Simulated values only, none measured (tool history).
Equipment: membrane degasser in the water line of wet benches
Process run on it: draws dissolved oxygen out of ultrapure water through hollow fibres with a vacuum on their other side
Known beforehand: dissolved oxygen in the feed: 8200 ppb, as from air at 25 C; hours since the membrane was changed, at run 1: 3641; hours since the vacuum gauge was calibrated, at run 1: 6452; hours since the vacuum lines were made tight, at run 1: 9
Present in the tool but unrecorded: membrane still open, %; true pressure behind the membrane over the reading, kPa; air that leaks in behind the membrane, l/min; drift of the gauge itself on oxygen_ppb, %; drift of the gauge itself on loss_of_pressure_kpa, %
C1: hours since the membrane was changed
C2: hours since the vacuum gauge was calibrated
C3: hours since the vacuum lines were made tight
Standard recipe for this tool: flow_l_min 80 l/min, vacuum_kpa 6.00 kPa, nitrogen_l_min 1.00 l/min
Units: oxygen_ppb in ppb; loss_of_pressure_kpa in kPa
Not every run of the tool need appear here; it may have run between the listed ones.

{"run": 1, "hour": 0.0, "flow_l_min": 80, "vacuum_kpa": 6.0, "nitrogen_l_min": 1.0, "C1": 3641, "C2": 6452, "C3": 9, "oxygen_ppb": 373.2, "loss_of_pressure_kpa": 49.64}
{"run": 2, "hour": 148.9, "flow_l_min": 56, "vacuum_kpa": 6.0, "nitrogen_l_min": 1.0, "C1": 3790, "C2": 6601, "C3": 158, "oxygen_ppb": 287.7, "loss_of_pressure_kpa": 34.89}
{"run": 3, "hour": 295.9, "flow_l_min": 56, "vacuum_kpa": 6.0, "nitrogen_l_min": 1.0, "C1": 3937, "C2": 6748, "C3": 305, "oxygen_ppb": 287.2, "loss_of_pressure_kpa": 34.66}
{"run": 4, "hour": 413.7, "flow_l_min": 80, "vacuum_kpa": 6.0, "nitrogen_l_min": 1.0, "C1": 4054, "C2": 6866, "C3": 423, "oxygen_ppb": 368.8, "loss_of_pressure_kpa": 49.37}
{"run": 5, "hour": 527.5, "flow_l_min": 80, "vacuum_kpa": 6.0, "nitrogen_l_min": 2.89, "C1": 4168, "C2": 6980, "C3": 537, "oxygen_ppb": 177.0, "loss_of_pressure_kpa": 49.52}
{"run": 6, "hour": 617.2, "flow_l_min": 127, "vacuum_kpa": 6.0, "nitrogen_l_min": 1.0, "C1": 4258, "C2": 7070, "C3": 627, "oxygen_ppb": 570.3, "loss_of_pressure_kpa": 78.04}
{"run": 7, "hour": 762.7, "flow_l_min": 127, "vacuum_kpa": 6.0, "nitrogen_l_min": 1.0, "C1": 4403, "C2": 7215, "C3": 772, "oxygen_ppb": 573.7, "loss_of_pressure_kpa": 78.35}
{"run": 8, "hour": 865.5, "flow_l_min": 80, "vacuum_kpa": 6.0, "nitrogen_l_min": 0.7, "C1": 4506, "C2": 7318, "C3": 875, "oxygen_ppb": 464.5, "loss_of_pressure_kpa": 49.09}
{"run": 9, "hour": 1007.2, "flow_l_min": 80, "vacuum_kpa": 6.0, "nitrogen_l_min": 0.7, "C1": 4648, "C2": 7460, "C3": 1017, "oxygen_ppb": 464.8, "loss_of_pressure_kpa": 49.11}
{"run": 10, "hour": 1085.7, "flow_l_min": 80, "vacuum_kpa": 6.0, "nitrogen_l_min": 0.7, "C1": 4726, "C2": 7538, "C3": 1095, "oxygen_ppb": 461.4, "loss_of_pressure_kpa": 48.97}
{"run": 11, "hour": 1222.0, "flow_l_min": 80, "vacuum_kpa": 4.92, "nitrogen_l_min": 1.0, "C1": 4863, "C2": 7674, "C3": 1231, "oxygen_ppb": 238.6, "loss_of_pressure_kpa": 49.08}
{"run": 12, "hour": 1333.2, "flow_l_min": 80, "vacuum_kpa": 4.92, "nitrogen_l_min": 1.0, "C1": 4974, "C2": 7786, "C3": 1343, "oxygen_ppb": 237.4, "loss_of_pressure_kpa": 48.56}
{"run": 13, "hour": 1491.4, "flow_l_min": 80, "vacuum_kpa": 6.0, "nitrogen_l_min": 1.0, "C1": 5132, "C2": 7944, "C3": 1501, "oxygen_ppb": 377.4, "loss_of_pressure_kpa": 48.88}
{"run": 14, "hour": 1604.7, "flow_l_min": 83, "vacuum_kpa": 6.0, "nitrogen_l_min": 1.0, "C1": 5245, "C2": 8057, "C3": 1614, "oxygen_ppb": 383.9, "loss_of_pressure_kpa": 50.05}
{"run": 15, "hour": 1737.9, "flow_l_min": 83, "vacuum_kpa": 6.0, "nitrogen_l_min": 1.0, "C1": 5379, "C2": 8190, "C3": 1747, "oxygen_ppb": 385.5, "loss_of_pressure_kpa": 50.92}
{"hour": 1785.4, "done": "vacuum gauge calibrated"}
{"run": 16, "hour": 1824.9, "flow_l_min": 83, "vacuum_kpa": 6.0, "nitrogen_l_min": 1.0, "C1": 5465, "C2": 39, "C3": 1834, "oxygen_ppb": 379.1, "loss_of_pressure_kpa": 50.54}
{"run": 17, "hour": 1969.2, "flow_l_min": 83, "vacuum_kpa": 10.39, "nitrogen_l_min": 0.81, "C1": 5609, "C2": 184, "C3": 1978, "oxygen_ppb": 1031.2, "loss_of_pressure_kpa": 50.47}
{"run": 18, "hour": 2094.7, "flow_l_min": 59, "vacuum_kpa": 7.58, "nitrogen_l_min": 0.46, "C1": 5735, "C2": 309, "C3": 2103, "oxygen_ppb": 747.8, "loss_of_pressure_kpa": 35.72}
{"run": 19, "hour": 2246.4, "flow_l_min": 59, "vacuum_kpa": 13.25, "nitrogen_l_min": 2.81, "C1": 5887, "C2": 461, "C3": 2255, "oxygen_ppb": 453.6, "loss_of_pressure_kpa": 35.88}
{"run": 20, "hour": 2344.0, "flow_l_min": 59, "vacuum_kpa": 5.99, "nitrogen_l_min": 0.74, "C1": 5984, "C2": 559, "C3": 2353, "oxygen_ppb": 362.2, "loss_of_pressure_kpa": 35.75}
{"run": 21, "hour": 2491.3, "flow_l_min": 80, "vacuum_kpa": 12.95, "nitrogen_l_min": 2.57, "C1": 6132, "C2": 706, "C3": 2500, "oxygen_ppb": 601.0, "loss_of_pressure_kpa": 48.68}
{"run": 22, "hour": 2617.7, "flow_l_min": 79, "vacuum_kpa": 6.0, "nitrogen_l_min": 0.43, "C1": 6258, "C2": 832, "C3": 2627, "oxygen_ppb": 589.6, "loss_of_pressure_kpa": 47.77}
{"run": 23, "hour": 2691.8, "flow_l_min": 78, "vacuum_kpa": 4.77, "nitrogen_l_min": 0.51, "C1": 6332, "C2": 906, "C3": 2701, "oxygen_ppb": 314.6, "loss_of_pressure_kpa": 46.81}
{"run": 24, "hour": 2846.5, "flow_l_min": 78, "vacuum_kpa": 4.77, "nitrogen_l_min": 0.51, "C1": 6487, "C2": 1061, "C3": 2855, "oxygen_ppb": 316.8, "loss_of_pressure_kpa": 47.11}
{"hour": 2923.7, "done": "gauge calibrated"}
{"run": 25, "hour": 2967.2, "flow_l_min": 78, "vacuum_kpa": 4.77, "nitrogen_l_min": 0.51, "C1": 6607, "C2": 1182, "C3": 2976, "oxygen_ppb": 314.7, "loss_of_pressure_kpa": 48.26}
{"run": 26, "hour": 3093.4, "flow_l_min": 78, "vacuum_kpa": 4.77, "nitrogen_l_min": 0.51, "C1": 6734, "C2": 1308, "C3": 3102, "oxygen_ppb": 311.8, "loss_of_pressure_kpa": 48.38}
{"run": 27, "hour": 3227.9, "flow_l_min": 78, "vacuum_kpa": 4.77, "nitrogen_l_min": 0.51, "C1": 6868, "C2": 1442, "C3": 3237, "oxygen_ppb": 308.1, "loss_of_pressure_kpa": 48.28}
{"run": 28, "hour": 3374.5, "flow_l_min": 68, "vacuum_kpa": 10.71, "nitrogen_l_min": 2.44, "C1": 7015, "C2": 1589, "C3": 3383, "oxygen_ppb": 435.4, "loss_of_pressure_kpa": 42.23}
{"run": 29, "hour": 3508.5, "flow_l_min": 68, "vacuum_kpa": 10.71, "nitrogen_l_min": 1.51, "C1": 7149, "C2": 1723, "C3": 3517, "oxygen_ppb": 637.9, "loss_of_pressure_kpa": 41.79}
{"run": 30, "hour": 3655.4, "flow_l_min": 68, "vacuum_kpa": 10.71, "nitrogen_l_min": 1.51, "C1": 7296, "C2": 1870, "C3": 3664, "oxygen_ppb": 630.7, "loss_of_pressure_kpa": 41.8}
{"run": 31, "hour": 3795.3, "flow_l_min": 68, "vacuum_kpa": 10.71, "nitrogen_l_min": 1.51, "C1": 7436, "C2": 2010, "C3": 3804, "oxygen_ppb": 626.2, "loss_of_pressure_kpa": 41.83}
{"run": 32, "hour": 3879.8, "flow_l_min": 68, "vacuum_kpa": 10.71, "nitrogen_l_min": 1.51, "C1": 7520, "C2": 2094, "C3": 3889, "oxygen_ppb": 621.4, "loss_of_pressure_kpa": 41.9}

Alternative continuations, all from the tool just after run 32; predict every row:
{"run": "A", "hour": 3983.1, "flow_l_min": 80, "vacuum_kpa": 4.01, "nitrogen_l_min": 1.0, "C1": 7623, "C2": 2198, "C3": 3992, "oxygen_ppb": "?", "loss_of_pressure_kpa": "?"}
{"run": "B", "hour": 3983.1, "flow_l_min": 80, "vacuum_kpa": 9.99, "nitrogen_l_min": 1.0, "C1": 7623, "C2": 2198, "C3": 3992, "oxygen_ppb": "?", "loss_of_pressure_kpa": "?"}
{"run": "C", "hour": 3983.1, "flow_l_min": 51, "vacuum_kpa": 6.0, "nitrogen_l_min": 1.0, "C1": 7623, "C2": 2198, "C3": 3992, "oxygen_ppb": "?", "loss_of_pressure_kpa": "?"}

run=A oxygen_ppb=119.9 loss_of_pressure_kpa=49.18
run=B oxygen_ppb=850.4 loss_of_pressure_kpa=48.91
run=C oxygen_ppb=266.6 loss_of_pressure_kpa=31.33
Take away the tool's hidden state, keep each run's random variation, and the runs would have read:
run=A oxygen_ppb=119.7 loss_of_pressure_kpa=49.67
run=B oxygen_ppb=850.3 loss_of_pressure_kpa=49.40
run=C oxygen_ppb=266.6 loss_of_pressure_kpa=31.64

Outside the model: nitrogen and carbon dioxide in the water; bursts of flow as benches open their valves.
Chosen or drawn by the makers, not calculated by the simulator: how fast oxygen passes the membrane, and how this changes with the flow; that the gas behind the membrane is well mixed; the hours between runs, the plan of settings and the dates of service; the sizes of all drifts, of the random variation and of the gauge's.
